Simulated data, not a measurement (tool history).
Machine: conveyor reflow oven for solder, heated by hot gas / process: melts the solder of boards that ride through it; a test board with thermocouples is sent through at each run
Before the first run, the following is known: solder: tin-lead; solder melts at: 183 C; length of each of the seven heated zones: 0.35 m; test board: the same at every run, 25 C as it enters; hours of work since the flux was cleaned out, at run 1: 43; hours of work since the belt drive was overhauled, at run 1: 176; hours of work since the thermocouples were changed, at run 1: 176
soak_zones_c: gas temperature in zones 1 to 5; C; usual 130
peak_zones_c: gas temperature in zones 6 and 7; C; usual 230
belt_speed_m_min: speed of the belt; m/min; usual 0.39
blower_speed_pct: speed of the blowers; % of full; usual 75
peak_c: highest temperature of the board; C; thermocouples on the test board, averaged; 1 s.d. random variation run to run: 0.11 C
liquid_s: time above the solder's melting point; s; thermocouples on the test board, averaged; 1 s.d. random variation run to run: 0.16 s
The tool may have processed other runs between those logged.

run,hour,soak_zones_c,peak_zones_c,belt_speed_m_min,blower_speed_pct,hours of work since the flux was cleaned out,hours of work since the belt drive was overhauled,hours of work since the thermocouples were changed,peak_c,liquid_s
1,0,130,230,0.39,75,43,176,176,215.5,75.9
2,8.2,130,230,0.39,64,46,179,179,212.4,71.5
3,17.6,130,230,0.39,75,50,183,183,215.3,75.9
4,35.3,130,230,0.39,75,57,190,190,215.6,76
5,53.8,130,230,0.39,75,65,198,198,215.3,75.9
6,72.5,130,230,0.39,54,73,206,206,208.7,65
7,85.5,117,230,0.39,76,78,211,211,213.6,68.8
8,95.8,130,219,0.39,75,82,215,215,205.7,63.7
9,108.6,130,227,0.39,75,87,220,220,212.8,72.8
10,119.2,130,227,0.39,75,92,225,225,212.8,73
11,127.2,143,240,0.35,70,95,228,228,227.9,104.4

Below are 4 alternative next runs, each starting from the tool's condition after run 11. Predict each:
A,141.9,141,226,0.35,70,101,234,234,?,?
B,141.9,122,240,0.348,61,101,234,234,?,?
C,141.9,130,219,0.39,75,101,234,234,?,?
D,141.9,136,230,0.467,75,101,234,234,?,?

run,peak_c,liquid_s
A,215,91.3
B,222.5,89.5
C,205.6,63.8
D,210.5,59
Take away the tool's hidden state, keep each run's random variation, and the runs would have read:
run,peak_c,liquid_s
A,215,91.1
B,222.6,89.3
C,205.8,64
D,210.7,59.2

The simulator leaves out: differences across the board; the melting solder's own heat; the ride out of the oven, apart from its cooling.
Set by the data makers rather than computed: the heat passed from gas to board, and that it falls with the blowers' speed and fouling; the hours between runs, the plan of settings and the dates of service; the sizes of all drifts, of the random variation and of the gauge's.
